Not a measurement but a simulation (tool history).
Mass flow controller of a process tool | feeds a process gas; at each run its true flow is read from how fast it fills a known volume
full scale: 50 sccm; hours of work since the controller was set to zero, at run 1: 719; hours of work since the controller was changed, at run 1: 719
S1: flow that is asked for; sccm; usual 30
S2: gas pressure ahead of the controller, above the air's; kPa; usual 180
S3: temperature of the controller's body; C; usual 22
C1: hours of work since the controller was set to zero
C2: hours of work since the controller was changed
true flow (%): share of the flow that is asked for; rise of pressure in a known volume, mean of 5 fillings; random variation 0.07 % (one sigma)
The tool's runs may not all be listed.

Run 1, hour 0: usual settings; C1 719; C2 719. Result: true flow (%) 98.88.
Run 2, hour 143.2: usual settings; C1 783; C2 783. Result: true flow (%) 98.88.
Run 3, hour 343.7: usual settings; C1 873; C2 873. Result: true flow (%) 98.93.
Run 4, hour 490.4: usual settings but S2 268 kPa; C1 939; C2 939. Result: true flow (%) 98.17.
Run 5, hour 662.7: usual settings but S2 268 kPa; C1 1016; C2 1016. Result: true flow (%) 98.19.
Run 6, hour 793: usual settings but S2 268 kPa; C1 1075; C2 1075. Result: true flow (%) 98.22.
Run 7, hour 1029.7: usual settings but S2 268 kPa; C1 1181; C2 1181. Result: true flow (%) 98.23.
Run 8, hour 1234.7: usual settings but S2 268 kPa; C1 1272; C2 1272. Result: true flow (%) 98.02.
Run 9, hour 1366.8: usual settings but S3 24 C; C1 1332; C2 1332. Result: true flow (%) 98.91.
Run 10, hour 1570.4: usual settings; C1 1423; C2 1423. Result: true flow (%) 98.96.
Run 11, hour 1691.2: usual settings; C1 1477; C2 1477. Result: true flow (%) 98.87.
Run 12, hour 1887.4: usual settings; C1 1565; C2 1565. Result: true flow (%) 98.89.
Run 13, hour 2024.7: usual settings; C1 1626; C2 1626. Result: true flow (%) 98.87.
Run 14, hour 2278.2: usual settings; C1 1740; C2 1740. Result: true flow (%) 99.01.
Run 15, hour 2439.2: usual settings; C1 1812; C2 1812. Result: true flow (%) 99.
Run 16, hour 2668.8: usual settings but S3 24 C; C1 1915; C2 1915. Result: true flow (%) 99.09.
Run 17, hour 2791.9: usual settings but S3 24 C; C1 1970; C2 1970. Result: true flow (%) 98.99.
Run 18, hour 3043.3: usual settings but S3 24 C; C1 2083; C2 2083. Result: true flow (%) 98.95.
Run 19, hour 3292.5: usual settings but S3 28 C; C1 2194; C2 2194. Result: true flow (%) 99.3.
Run 20, hour 3472.6: usual settings but S2 220 kPa; C1 2275; C2 2275. Result: true flow (%) 98.57.
Run 21, hour 3600.8: usual settings but S2 220 kPa; C1 2332; C2 2332. Result: true flow (%) 98.56.
Run 22, hour 3733.5: usual settings but S2 220 kPa; C1 2392; C2 2392. Result: true flow (%) 98.6.
Run 23, hour 3921.3: usual settings; C1 2476; C2 2476. Result: true flow (%) 98.81.
Run 24, hour 4104: usual settings but S2 209 kPa; C1 2558; C2 2558. Result: true flow (%) 98.69.
Run 25, hour 4273.1: usual settings but S2 209 kPa; C1 2634; C2 2634. Result: true flow (%) 98.62.
Run 26, hour 4413.8: usual settings but S1 15 sccm, S2 150 kPa, S3 21 C; C1 2697; C2 2697. Result: true flow (%) 96.79.
Run 27, hour 4519.8: usual settings but S1 9 sccm, S2 150 kPa, S3 21 C; C1 2744; C2 2744. Result: true flow (%) 94.98.
Run 28, hour 4647.9: usual settings but S1 9 sccm, S2 150 kPa, S3 21 C; C1 2802; C2 2802. Result: true flow (%) 94.73.
Run 29, hour 4902.7: usual settings but S1 16 sccm, S2 235 kPa, S3 31 C; C1 2916; C2 2916. Result: true flow (%) 97.19.
Run 30, hour 5110.7: usual settings but S1 25 sccm, S2 186 kPa; C1 3009; C2 3009. Result: true flow (%) 98.2.
Run 31, hour 5334.3: usual settings but S1 25 sccm, S2 186 kPa; C1 3109; C2 3109. Result: true flow (%) 98.22.
Run 32, hour 5492.3: usual settings but S2 141 kPa; C1 3180; C2 3180. Result: true flow (%) 99.26.
Run 33, hour 5739.7: usual settings but S2 224 kPa, S3 27 C; C1 3291; C2 3291. Result: true flow (%) 98.92.
Run 34, hour 5885.2: usual settings but S1 33 sccm, S2 210 kPa, S3 34 C; C1 3356; C2 3356. Result: true flow (%) 99.82.
Run 35, hour 6127.6: usual settings but S1 33 sccm, S2 210 kPa, S3 34 C; C1 3464; C2 3464. Result: true flow (%) 99.81.
Run 36, hour 6285.3: usual settings but S1 41 sccm, S2 141 kPa, S3 24 C; C1 3535; C2 3535. Result: true flow (%) 100.47.
Run 37, hour 6425.2: usual settings but S1 41 sccm, S2 141 kPa, S3 24 C; C1 3598; C2 3598. Result: true flow (%) 100.41.
Run 38, hour 6547.4: usual settings but S1 8 sccm, S2 177 kPa, S3 26 C; C1 3653; C2 3653. Result: true flow (%) 93.28.
Run 39, hour 6659.7: usual settings but S1 8 sccm, S2 177 kPa, S3 26 C; C1 3703; C2 3703. Result: true flow (%) 93.15.
Run 40, hour 6881.6: usual settings but S1 13 sccm, S3 24 C; C1 3802; C2 3802. Result: true flow (%) 95.68.
Run 41, hour 7095.3: usual settings but S1 13 sccm, S3 24 C; C1 3898; C2 3898. Result: true flow (%) 95.71.
Run 42, hour 7262.7: usual settings but S1 16 sccm, S2 201 kPa, S3 25 C; C1 3973; C2 3973. Result: true flow (%) 96.62.
Run 43, hour 7519.8: usual settings but S1 26 sccm, S2 186 kPa, S3 25 C; C1 4088; C2 4088. Result: true flow (%) 98.58.
At hour 7690: controller's zero set anew.
Run 44, hour 7773.4: usual settings but S1 26 sccm, S2 248 kPa, S3 25 C; C1 37; C2 4202. Result: true flow (%) 100.22.
Run 45, hour 8002.7: usual settings but S1 26 sccm, S2 248 kPa, S3 25 C; C1 140; C2 4304. Result: true flow (%) 100.21.
Run 46, hour 8113.3: usual settings but S2 182 kPa, S3 28 C; C1 190; C2 4354. Result: true flow (%) 101.24.
Run 47, hour 8332.2: usual settings but S1 11 sccm, S2 221 kPa, S3 39 C; C1 288; C2 4452. Result: true flow (%) 100.31.
Run 48, hour 8589.4: usual settings but S1 11 sccm, S2 221 kPa; C1 403; C2 4567. Result: true flow (%) 99.07.

Hidden state at the last listed run before each entry between runs and at the first one after, where it differs:
Between runs 43 and 44: controller's zero set anew (hour 7690)
  flow at rest that the sensor doesn't see, % of full scale: -1.159 -> -0.029; true flow over the shown one, %: 2.01 -> 2.05
  measured less the result without the state, true flow (%): -0.22 -> +2

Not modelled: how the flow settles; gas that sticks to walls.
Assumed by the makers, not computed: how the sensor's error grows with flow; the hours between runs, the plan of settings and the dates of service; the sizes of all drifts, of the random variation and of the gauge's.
